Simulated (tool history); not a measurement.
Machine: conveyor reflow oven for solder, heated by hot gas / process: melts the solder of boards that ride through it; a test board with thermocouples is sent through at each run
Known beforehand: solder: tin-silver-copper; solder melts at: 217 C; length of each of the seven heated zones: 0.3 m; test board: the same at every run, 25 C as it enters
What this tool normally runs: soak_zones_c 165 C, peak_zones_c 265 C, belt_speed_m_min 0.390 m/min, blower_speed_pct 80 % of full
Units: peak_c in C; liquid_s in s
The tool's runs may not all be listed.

run 1 hour=0.0 | soak_zones_c=165 peak_zones_c=265 belt_speed_m_min=0.390 blower_speed_pct=80 | peak_c=256.0 liquid_s=71.1
run 2 hour=18.8 | soak_zones_c=165 peak_zones_c=265 belt_speed_m_min=0.470 blower_speed_pct=80 | peak_c=250.4 liquid_s=53.9
run 3 hour=37.5 | soak_zones_c=165 peak_zones_c=265 belt_speed_m_min=0.470 blower_speed_pct=80 | peak_c=250.7 liquid_s=54.0
run 4 hour=52.6 | soak_zones_c=165 peak_zones_c=265 belt_speed_m_min=0.390 blower_speed_pct=80 | peak_c=255.7 liquid_s=71.2
run 5 hour=79.6 | soak_zones_c=165 peak_zones_c=265 belt_speed_m_min=0.390 blower_speed_pct=80 | peak_c=255.6 liquid_s=71.1
run 6 hour=109.3 | soak_zones_c=165 peak_zones_c=265 belt_speed_m_min=0.390 blower_speed_pct=80 | peak_c=255.8 liquid_s=70.9
run 7 hour=126.5 | soak_zones_c=165 peak_zones_c=265 belt_speed_m_min=0.390 blower_speed_pct=80 | peak_c=255.3 liquid_s=70.7
run 8 hour=147.1 | soak_zones_c=165 peak_zones_c=265 belt_speed_m_min=0.390 blower_speed_pct=80 | peak_c=255.6 liquid_s=71.1
run 9 hour=176.2 | soak_zones_c=165 peak_zones_c=265 belt_speed_m_min=0.390 blower_speed_pct=80 | peak_c=255.6 liquid_s=70.7
run 10 hour=189.7 | soak_zones_c=167 peak_zones_c=265 belt_speed_m_min=0.374 blower_speed_pct=84 | peak_c=256.9 liquid_s=76.4
-- hour=195.6 belt drive overhauled, speed set with a stopwatch
run 11 hour=206.8 | soak_zones_c=167 peak_zones_c=265 belt_speed_m_min=0.374 blower_speed_pct=84 | peak_c=257.1 liquid_s=76.6
run 12 hour=226.5 | soak_zones_c=166 peak_zones_c=254 belt_speed_m_min=0.310 blower_speed_pct=55 | peak_c=247.5 liquid_s=83.9
run 13 hour=250.8 | soak_zones_c=166 peak_zones_c=254 belt_speed_m_min=0.310 blower_speed_pct=55 | peak_c=247.5 liquid_s=83.5
run 14 hour=280.8 | soak_zones_c=173 peak_zones_c=271 belt_speed_m_min=0.310 blower_speed_pct=55 | peak_c=264.6 liquid_s=101.4

Below, some changes in peak_c between adjacent runs. For each, the amount present without the hidden state too (settings, incoming material, random variation) and the amount remaining for the hidden state with gauge scatter not shared by both compared results:
What the log doesn't record here: heat that the gas passes to the board, % of a clean oven's; belt's true speed, % of the reading; true gas temperature in zones 6 and 7 over the reading, C; drift of the gauge itself on peak_c, C; drift of the gauge itself on liquid_s, %.
Run 11 -> 12: soak_zones_c 167 -> 166, peak_zones_c 265 -> 254, belt_speed_m_min 0.374 -> 0.310, blower_speed_pct 84 -> 55. peak_c -9.6 C: hidden state +0.6, all else -10.2.
Run 13 -> 14: soak_zones_c 166 -> 173, peak_zones_c 254 -> 271. peak_c +17.1 C: hidden state +0.1, all else +17.0.

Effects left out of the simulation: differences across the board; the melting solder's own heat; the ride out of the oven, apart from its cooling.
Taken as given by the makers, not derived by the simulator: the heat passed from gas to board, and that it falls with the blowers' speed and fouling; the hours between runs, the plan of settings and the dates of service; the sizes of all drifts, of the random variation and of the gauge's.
